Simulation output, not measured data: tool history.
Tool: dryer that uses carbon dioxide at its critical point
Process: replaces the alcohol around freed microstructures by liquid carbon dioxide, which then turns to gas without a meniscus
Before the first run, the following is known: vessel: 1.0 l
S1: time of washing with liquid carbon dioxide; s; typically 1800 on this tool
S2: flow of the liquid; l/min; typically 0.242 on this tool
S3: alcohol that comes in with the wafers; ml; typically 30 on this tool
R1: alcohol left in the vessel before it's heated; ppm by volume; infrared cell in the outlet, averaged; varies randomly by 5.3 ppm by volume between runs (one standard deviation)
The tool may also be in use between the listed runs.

run   hour    S1     S2  S3    R1
  1      0  1800  0.242  30   140
  2    9.1  1800  0.242  80   354
  3   19.6  1800  0.242  80   358
  4   24.7  1800  0.242  30   133
  5   34.1  1800  0.242  30   140
  6   41.5  1800  0.242  30   140
  7   50.4  1800  0.242  30   145
  8   55.3  1800  0.242  30   147
  9   60.5  1800  0.242  30   152
 10   68.7  1800  0.192  30   447
 11   78.9  1800  0.192  30   435
 12   83.8  1800  0.192  30   446
 13   91.4  1800  0.242  30   146
 14   97.6  1800  0.242  30   155
 15  104.7  1800  0.242  30   156
 16  110.5  1740  0.242  30   185
 17  118.3  1740  0.242  30   188
 18  123.1  1800  0.242  30   155
 19  129.1  1800  0.242  30   161
 20  134.7  1200  0.242  30   857
 21  142.2  1800  0.242  30   162
 22  150.9  1800  0.242  30   165
 23  157.1  1800  0.242  30   167
 24  163.5  1440  0.163  30  1843
 25  169.6  1440  0.163  25  1528
 26  177.1  2100  0.206  43   248
 27  185.2  2100  0.206  43   266
 28  191.2  1560  0.245  30   320

For run 29, what comes out?
 29  195.9  1560  0.361  30   ?

Run 29 measured R1 53 ppm by volume.
With no hidden state in the tool, this same run would have given R1 22 ppm by volume.

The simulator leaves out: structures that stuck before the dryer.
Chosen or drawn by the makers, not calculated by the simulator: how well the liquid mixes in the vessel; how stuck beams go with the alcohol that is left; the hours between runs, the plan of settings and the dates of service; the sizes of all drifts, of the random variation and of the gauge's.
